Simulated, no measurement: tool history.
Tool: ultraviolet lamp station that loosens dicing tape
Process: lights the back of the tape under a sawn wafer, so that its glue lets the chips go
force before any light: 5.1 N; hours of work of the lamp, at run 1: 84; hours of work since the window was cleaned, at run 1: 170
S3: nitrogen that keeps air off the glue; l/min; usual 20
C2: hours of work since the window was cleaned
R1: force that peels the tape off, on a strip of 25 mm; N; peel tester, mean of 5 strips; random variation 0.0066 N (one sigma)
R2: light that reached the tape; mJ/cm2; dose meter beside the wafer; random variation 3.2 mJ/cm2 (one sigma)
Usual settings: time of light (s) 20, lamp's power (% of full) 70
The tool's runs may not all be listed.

Run 1, hour 0: usual settings; hours of work of the lamp 84; C2 170. Result: R1 0.215 N, R2 500 mJ/cm2.
Run 2, hour 7.3: usual settings; hours of work of the lamp 89; C2 174. Result: R1 0.208 N, R2 498 mJ/cm2.
Run 3, hour 12.8: usual settings but lamp's power (% of full) 66; hours of work of the lamp 92; C2 178. Result: R1 0.236 N, R2 468 mJ/cm2.
Run 4, hour 19.4: usual settings but lamp's power (% of full) 66; hours of work of the lamp 96; C2 182. Result: R1 0.239 N, R2 471 mJ/cm2.
Run 5, hour 24.6: usual settings but lamp's power (% of full) 66; hours of work of the lamp 100; C2 185. Result: R1 0.24 N, R2 471 mJ/cm2.
Run 6, hour 31.2: usual settings but lamp's power (% of full) 81; hours of work of the lamp 104; C2 189. Result: R1 0.167 N, R2 574 mJ/cm2.
Run 7, hour 37.4: usual settings but time of light (s) 15; hours of work of the lamp 108; C2 193. Result: R1 0.396 N, R2 376 mJ/cm2.
Run 8, hour 44.8: usual settings but time of light (s) 14; hours of work of the lamp 112; C2 198. Result: R1 0.448 N, R2 343 mJ/cm2.
Run 9, hour 51.9: usual settings but time of light (s) 14; hours of work of the lamp 117; C2 202. Result: R1 0.47 N, R2 343 mJ/cm2.
Run 10, hour 56.2: usual settings but time of light (s) 14; hours of work of the lamp 119; C2 205. Result: R1 0.477 N, R2 351 mJ/cm2.
Run 11, hour 64.2: usual settings but time of light (s) 14; hours of work of the lamp 125; C2 210. Result: R1 0.464 N, R2 347 mJ/cm2.
Run 12, hour 69.2: usual settings; hours of work of the lamp 128; C2 213. Result: R1 0.208 N, R2 498 mJ/cm2.
Run 13, hour 73.9: usual settings but S3 9 l/min; hours of work of the lamp 131; C2 216. Result: R1 0.35 N, R2 495 mJ/cm2.
Run 14, hour 80.8: usual settings but S3 9 l/min; hours of work of the lamp 135; C2 221. Result: R1 0.36 N, R2 497 mJ/cm2.
Run 15, hour 85.6: usual settings; hours of work of the lamp 138; C2 224. Result: R1 0.209 N, R2 498 mJ/cm2.
Run 16, hour 91.5: usual settings; hours of work of the lamp 142; C2 227. Result: R1 0.22 N, R2 493 mJ/cm2.
Run 17, hour 100.8: usual settings; hours of work of the lamp 148; C2 233. Result: R1 0.2 N, R2 501 mJ/cm2.
Run 18, hour 109.3: usual settings; hours of work of the lamp 153; C2 239. Result: R1 0.212 N, R2 496 mJ/cm2.
Run 19, hour 114.4: usual settings but lamp's power (% of full) 77; hours of work of the lamp 156; C2 242. Result: R1 0.178 N, R2 549 mJ/cm2.
Run 20, hour 123.1: usual settings; hours of work of the lamp 162; C2 247. Result: R1 0.225 N, R2 500 mJ/cm2.
Run 21, hour 130: usual settings; hours of work of the lamp 166; C2 252. Result: R1 0.217 N, R2 493 mJ/cm2.
Run 22, hour 137.4: usual settings but time of light (s) 10, S3 18 l/min; hours of work of the lamp 171; C2 256. Result: R1 0.895 N, R2 243 mJ/cm2.
Run 23, hour 146.4: usual settings but time of light (s) 10, S3 18 l/min; hours of work of the lamp 176; C2 262. Result: R1 0.908 N, R2 248 mJ/cm2.
Run 24, hour 154.5: usual settings but time of light (s) 10, S3 7 l/min; hours of work of the lamp 182; C2 267. Result: R1 1.355 N, R2 248 mJ/cm2.
Run 25, hour 161.6: usual settings but time of light (s) 10, S3 7 l/min; hours of work of the lamp 186; C2 272. Result: R1 1.368 N, R2 247 mJ/cm2.
Run 26, hour 166.3: usual settings but lamp's power (% of full) 82; hours of work of the lamp 189; C2 275. Result: R1 0.154 N, R2 579 mJ/cm2.
Run 27, hour 175: usual settings but time of light (s) 21; hours of work of the lamp 194; C2 280. Result: R1 0.191 N, R2 527 mJ/cm2.
Run 28, hour 181.4: usual settings but lamp's power (% of full) 60, S3 26 l/min; hours of work of the lamp 198; C2 284. Result: R1 0.24 N, R2 424 mJ/cm2.
Run 29, hour 185.6: usual settings but lamp's power (% of full) 60, S3 26 l/min; hours of work of the lamp 201; C2 287. Result: R1 0.256 N, R2 424 mJ/cm2.
At hour 193.1: window cleaned of glue's vapour.
Run 30, hour 193.2: usual settings but lamp's power (% of full) 60, S3 26 l/min; hours of work of the lamp 206; C2 0. Result: R1 0.251 N, R2 431 mJ/cm2.
Run 31, hour 201.9: usual settings but time of light (s) 14, lamp's power (% of full) 65, S3 7 l/min; hours of work of the lamp 211; C2 6. Result: R1 0.924 N, R2 320 mJ/cm2.
Run 32, hour 208.6: usual settings but time of light (s) 14, lamp's power (% of full) 65, S3 7 l/min; hours of work of the lamp 215; C2 10. Result: R1 0.938 N, R2 327 mJ/cm2.
Run 33, hour 213.3: usual settings but time of light (s) 14, lamp's power (% of full) 65, S3 7 l/min; hours of work of the lamp 218; C2 13. Result: R1 0.914 N, R2 329 mJ/cm2.
Run 34, hour 218.1: usual settings but time of light (s) 33, lamp's power (% of full) 96, S3 24 l/min; hours of work of the lamp 221; C2 16. Result: R1 0.09 N, R2 1125 mJ/cm2.
Run 35, hour 223.9: usual settings but lamp's power (% of full) 71, S3 8 l/min; hours of work of the lamp 225; C2 19. Result: R1 0.362 N, R2 505 mJ/cm2.
Run 36, hour 228.1: usual settings but lamp's power (% of full) 77, S3 10 l/min; hours of work of the lamp 228; C2 22. Result: R1 0.27 N, R2 550 mJ/cm2.
Run 37, hour 234.2: usual settings but lamp's power (% of full) 77, S3 10 l/min; hours of work of the lamp 231; C2 26. Result: R1 0.248 N, R2 538 mJ/cm2.
Run 38, hour 238.2: usual settings but time of light (s) 12, lamp's power (% of full) 73, S3 12 l/min; hours of work of the lamp 234; C2 28. Result: R1 0.735 N, R2 314 mJ/cm2.
Run 39, hour 242: usual settings but time of light (s) 12, lamp's power (% of full) 73, S3 12 l/min; hours of work of the lamp 236; C2 31. Result: R1 0.744 N, R2 306 mJ/cm2.
Run 40, hour 247.4: usual settings but time of light (s) 12, lamp's power (% of full) 73, S3 12 l/min; hours of work of the lamp 240; C2 34. Result: R1 0.768 N, R2 312 mJ/cm2.
Run 41, hour 254.2: usual settings but time of light (s) 12, lamp's power (% of full) 73, S3 12 l/min; hours of work of the lamp 244; C2 39. Result: R1 0.734 N, R2 309 mJ/cm2.
Run 42, hour 261.2: usual settings but time of light (s) 25, lamp's power (% of full) 97, S3 12 l/min; hours of work of the lamp 249; C2 43. Result: R1 0.117 N, R2 861 mJ/cm2.

Forecast each of these 3 alternatives for the next run:
Run A, hour 268.8: usual settings but time of light (s) 25, lamp's power (% of full) 63, S3 40 l/min; hours of work of the lamp 253; C2 48. Result: R1 ?, R2 ?.
Run B, hour 268.8: usual settings but time of light (s) 25, lamp's power (% of full) 97, S3 8 l/min; hours of work of the lamp 253; C2 48. Result: R1 ?, R2 ?.
Run C, hour 268.8: usual settings but time of light (s) 13, lamp's power (% of full) 76, S3 12 l/min; hours of work of the lamp 253; C2 48. Result: R1 ?, R2 ?.

run     R1   R2
  A  0.137  559
  B  0.133  855
  C  0.602  348
Without the tool's hidden state the same runs would have given:
run     R1   R2
  A  0.137  559
  B  0.133  857
  C    0.6  348
